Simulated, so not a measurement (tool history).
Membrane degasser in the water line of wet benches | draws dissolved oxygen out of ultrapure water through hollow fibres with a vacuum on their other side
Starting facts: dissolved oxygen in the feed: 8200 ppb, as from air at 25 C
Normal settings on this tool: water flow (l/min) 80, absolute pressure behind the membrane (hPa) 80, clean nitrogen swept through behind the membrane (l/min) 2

run	hour	water flow (l/min)	absolute pressure behind the membrane (hPa)	clean nitrogen swept through behind the membrane (l/min)	dissolved oxygen in the water behind the degasser (ppb)	pressure that the water loses in the fibres (hPa)
1	0	80	80	2	376.9	549.6
2	90.6	80	57.7	2	206.6	552.9
3	154.2	80	80	2	378.4	556.2
4	234	80	95.3	2	493.7	556.1
5	335.8	80	95.3	2	487.2	558
6	438.6	80	95.3	2	490.3	554.7
7	531.9	80	80	2	380.6	558.9
8	629.3	80	80	5.13	175.6	558.1
9	709.1	80	80	5.13	174	559.5
10	791.7	80	80	2	377	557.3
11	891.4	80	80	2	380.4	563.3
12	996.5	80	80	1.47	474.1	561.8
13	1094.8	80	80	1.47	484.4	562.8

What does the tool deliver on the next run?
14	1171.9	118	62.1	0.82	?	?

{"run 14": {"dissolved oxygen in the water behind the degasser (ppb)": 581.4, "pressure that the water loses in the fibres (hPa)": 827.9}}
If the tool had no hidden condition, the same run with the same run-to-run variation would have returned dissolved oxygen in the water behind the degasser (ppb) 559.3, pressure that the water loses in the fibres (hPa) 777.2.
